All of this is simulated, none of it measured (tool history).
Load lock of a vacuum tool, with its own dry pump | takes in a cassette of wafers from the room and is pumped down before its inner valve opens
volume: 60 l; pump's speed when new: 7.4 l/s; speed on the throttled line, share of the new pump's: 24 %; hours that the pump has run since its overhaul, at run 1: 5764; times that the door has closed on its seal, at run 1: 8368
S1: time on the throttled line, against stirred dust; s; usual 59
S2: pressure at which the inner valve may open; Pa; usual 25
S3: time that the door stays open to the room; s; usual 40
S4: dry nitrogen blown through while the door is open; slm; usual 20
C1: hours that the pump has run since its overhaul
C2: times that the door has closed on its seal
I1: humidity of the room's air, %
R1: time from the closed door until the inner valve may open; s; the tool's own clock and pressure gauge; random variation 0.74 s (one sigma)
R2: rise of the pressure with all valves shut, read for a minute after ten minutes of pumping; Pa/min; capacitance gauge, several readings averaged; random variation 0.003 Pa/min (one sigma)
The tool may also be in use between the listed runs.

run    hour  S1  S2   S3  S4    C1     C2    I1     R1     R2
  1     0.0  59  25   40  20  5764   8368  46.0  111.2  0.029
  2    99.2  34  25   40  20  5863   8830  47.1   93.2  0.024
  3   191.6  59  25   40  20  5956   9260  43.0  113.1  0.024
  4   324.1  59  25   40  20  6088   9877  47.4  111.6  0.029
  5   420.4  59  25   40   6  6185  10326  46.2  111.8  0.044
  6   546.9  59  25   40   6  6311  10915  43.0  111.1  0.037
  7   676.2  73  25   40   6  6440  11518  44.2  123.6  0.034
  8   779.5  73  25   46  36  6544  11999  44.7  122.5  0.020
  9   855.9  59  28  181  20  6620  12355  44.1  111.5  0.054
 10   945.9  59  28  181  20  6710  12775  43.2  112.0  0.050
 11  1054.6  59  39  237   7  6819  13281  44.3  109.1  0.097
 12  1156.1  59  18   56  21  6920  13754  48.2  115.7  0.037
 13  1305.3  59  18   56  21  7070  14449  42.9  115.1  0.027

5 ways to go on from here, each from the tool as it stands after run 13. What would each give?
  A  1381.0  115  25   40  20  7145  14801  45.0   ?   ?
  B  1381.0   59  18  230  21  7145  14801  47.3   ?   ?
  C  1381.0   59  22   56  21  7145  14801  46.2   ?   ?
  D  1381.0   59  35   56  21  7145  14801  43.5   ?   ?
  E  1381.0   59  40   40  15  7145  14801  46.6   ?   ?

run     R1     R2
  A  154.1  0.027
  B  114.3  0.063
  C  113.2  0.032
  D  109.8  0.025
  E  108.7  0.024
Without the tool's hidden state the same runs would have given:
run     R1     R2
  A  154.1  0.026
  B  114.3  0.063
  C  113.1  0.032
  D  109.8  0.025
  E  108.7  0.023

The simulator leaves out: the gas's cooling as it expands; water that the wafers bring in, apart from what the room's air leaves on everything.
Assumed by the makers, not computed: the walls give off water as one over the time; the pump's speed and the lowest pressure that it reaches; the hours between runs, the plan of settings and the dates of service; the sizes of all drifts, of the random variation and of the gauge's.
